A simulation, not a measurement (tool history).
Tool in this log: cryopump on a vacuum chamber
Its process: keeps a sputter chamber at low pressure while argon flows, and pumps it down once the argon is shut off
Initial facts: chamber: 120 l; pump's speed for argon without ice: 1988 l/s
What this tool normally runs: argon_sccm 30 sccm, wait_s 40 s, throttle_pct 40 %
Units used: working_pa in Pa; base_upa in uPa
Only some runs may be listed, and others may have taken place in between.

run    hour  argon_sccm  wait_s  throttle_pct  working_pa  base_upa
  1     0.0          30      40            40      0.0732      2.01
  2    46.2          40      40            40      0.0998      2.02
  3   123.2          15      40            40      0.0387      2.09
      151.4  -- pump warmed up, emptied and cooled again
  4   172.9          30      40            40      0.0652      1.95
  5   220.9          30      40            40      0.0655      1.87
  6   258.3          30      40            26      0.1009      1.89
  7   330.5          31      40            40      0.0680      2.01
  8   398.4          30     175            40      0.0684      0.83
  9   461.1          30      40            59      0.0494      1.98
 10   530.0          30      40            40      0.0705      2.06
 11   605.8          30      40            40      0.0733      2.10
 12   673.1          30     267            40      0.0755      0.88
 13   732.7          30     267            40      0.0771      0.91
      749.7  -- pump warmed up, emptied and cooled again
 14   786.0          28      40            40      0.0605      1.90
 15   834.6          30      40            40      0.0657      1.94
 16   892.4          30      40            40      0.0663      2.01
 17   962.5          30      40            40      0.0687      2.03
 18  1038.6          30      40            40      0.0696      2.05
 19  1101.1          24      59            60      0.0399      1.68
 20  1141.0          24      59            60      0.0405      1.66
 21  1174.8          30     236            20      0.1379      0.94
 22  1218.9          15      46            41      0.0360      1.95
 23  1289.3          29      20            20      0.1333      3.72
     1344.6  -- pump warmed up, emptied and cooled again
 24  1368.9          23     193            20      0.0980      0.84
 25  1439.3          23     193            26      0.0758      0.87
 26  1474.1          32      20            20      0.1382      3.59
 27  1509.6          23     133            40      0.0514      1.06
 28  1577.2          23     133            40      0.0521      1.06
 29  1615.2          59      26            40      0.1377      2.85
 30  1674.2          21     248            16      0.1171      0.92
 31  1754.0          30      53            19      0.1415      1.90
 32  1798.0          30      53            19      0.1453      1.93
 33  1867.4          30      53            19      0.1466      1.95
 34  1901.3          36      49            60      0.0664      2.08

For each run, the measured value with the value that run would have given without the tool's hidden condition subtracted. The run-to-run variation is shared by both, the gauge scatter possibly not:
What the log doesn't record here: pump's speed, % of a pump's without ice; cold plate's temperature, K; leak into the chamber, uPa l/s; drift of the gauge itself on working_pa, %; drift of the gauge itself on base_upa, %.
run  working_pa  base_upa
  1     +0.0094     +0.36
  2     +0.0146     +0.39
  3     +0.0067     +0.44
  4     +0.0008     +0.25
  5     +0.0015     +0.27
  6     +0.0023     +0.28
  7     +0.0035     +0.32
  8     +0.0046     +0.33
  9     +0.0060     +0.36
 10     +0.0076     +0.40
 11     +0.0096     +0.45
 12     +0.0116     +0.49
 13     +0.0136     +0.54
 14     +0.0011     +0.30
 15     +0.0019     +0.34
 16     +0.0029     +0.37
 17     +0.0042     +0.40
 18     +0.0056     +0.43
 19     +0.0056     +0.48
 20     +0.0063     +0.49
 21     +0.0087     +0.51
 22     +0.0049     +0.53
 23     +0.0115     +0.59
 24     +0.0007     +0.38
 25     +0.0016     +0.41
 26     +0.0029     +0.43
 27     +0.0025     +0.44
 28     +0.0037     +0.49
 29     +0.0111     +0.49
 30     +0.0048     +0.53
 31     +0.0088     +0.60
 32     +0.0101     +0.64
 33     +0.0122     +0.68
 34     +0.0157     +0.71

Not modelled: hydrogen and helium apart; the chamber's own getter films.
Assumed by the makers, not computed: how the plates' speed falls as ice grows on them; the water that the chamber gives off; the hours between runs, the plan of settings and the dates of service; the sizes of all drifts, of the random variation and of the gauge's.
